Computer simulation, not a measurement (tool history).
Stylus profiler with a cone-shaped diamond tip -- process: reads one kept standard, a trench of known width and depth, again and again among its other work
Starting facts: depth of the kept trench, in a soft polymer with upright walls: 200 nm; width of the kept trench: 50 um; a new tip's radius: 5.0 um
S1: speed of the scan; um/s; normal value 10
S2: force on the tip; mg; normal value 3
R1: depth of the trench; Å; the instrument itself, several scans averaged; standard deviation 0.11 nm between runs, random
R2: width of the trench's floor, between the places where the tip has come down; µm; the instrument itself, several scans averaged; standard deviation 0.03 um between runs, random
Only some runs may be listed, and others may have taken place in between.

run 1 day=0 | S1=10 S2=3 | R1=2017.8 R2=47.01
run 2 day=0.421 | S1=10 S2=3 | R1=2019.2 R2=47
run 3 day=1.133 | S1=10 S2=3 | R1=2018.3 R2=46.94
run 4 day=1.833 | S1=10 S2=3 | R1=2016.1 R2=47
run 5 day=2.258 | S1=10 S2=3 | R1=2019.3 R2=46.99
run 6 day=2.896 | S1=10 S2=3 | R1=2018.2 R2=46.99
run 7 day=3.4 | S1=10 S2=3 | R1=2019.4 R2=46.92
run 8 day=3.708 | S1=5 S2=3 | R1=2018.9 R2=46.92
run 9 day=4.275 | S1=5 S2=1.8 | R1=2012.8 R2=46.96
run 10 day=4.908 | S1=5 S2=1.8 | R1=2014.1 R2=46.96
run 11 day=5.575 | S1=5 S2=1.8 | R1=2013 R2=46.97
run 12 day=6.117 | S1=4 S2=3 | R1=2017.1 R2=46.94
run 13 day=6.475 | S1=10 S2=4.38 | R1=2023.1 R2=46.91
run 14 day=6.929 | S1=10 S2=4.38 | R1=2022.4 R2=46.92
run 15 day=7.396 | S1=10 S2=4.38 | R1=2022.4 R2=46.89
run 16 day=8.075 | S1=10 S2=4.38 | R1=2023.5 R2=46.88
run 17 day=8.521 | S1=10 S2=3 | R1=2019.4 R2=46.92
run 18 day=8.967 | S1=10 S2=3 | R1=2018.7 R2=46.87
run 19 day=9.45 | S1=10 S2=8.17 | R1=2032.8 R2=46.95
run 20 day=9.904 | S1=10 S2=3.11 | R1=2018.5 R2=46.9
run 21 day=10.346 | S1=10 S2=3.11 | R1=2021 R2=46.89
run 22 day=10.65 | S1=10 S2=3.11 | R1=2021.6 R2=46.86
run 23 day=11.117 | S1=18 S2=3 | R1=2017.6 R2=46.81
run 24 day=11.612 | S1=18 S2=3 | R1=2019.2 R2=46.88
run 25 day=12.254 | S1=18 S2=3 | R1=2018.9 R2=46.86
run 26 day=12.962 | S1=5 S2=3.82 | R1=2021 R2=46.93
run 27 day=13.442 | S1=5 S2=3.82 | R1=2021.4 R2=46.84
run 28 day=13.921 | S1=7 S2=1.36 | R1=2013.8 R2=46.89
-- day=14.008 height scale calibrated on a step standard
run 29 day=14.433 | S1=3 S2=1.02 | R1=2010.9 R2=46.85
run 30 day=15.042 | S1=3 S2=1.02 | R1=2013.8 R2=46.87
run 31 day=15.683 | S1=5 S2=1.02 | R1=2012.3 R2=46.88
run 32 day=16.412 | S1=5 S2=1.05 | R1=2013.8 R2=46.8

Forecast run 33:
-- day=16.95 height scale calibrated on a step standard, once more
run 33 day=17.021 | S1=10 S2=1.55 | R1=? R2=?

Run 33 produced R1 2008 Å, R2 46.81 µm.
On a tool with no hidden condition, and with the same random variation, this run would have come out at R1 2008.9 Å, R2 47.16 µm.

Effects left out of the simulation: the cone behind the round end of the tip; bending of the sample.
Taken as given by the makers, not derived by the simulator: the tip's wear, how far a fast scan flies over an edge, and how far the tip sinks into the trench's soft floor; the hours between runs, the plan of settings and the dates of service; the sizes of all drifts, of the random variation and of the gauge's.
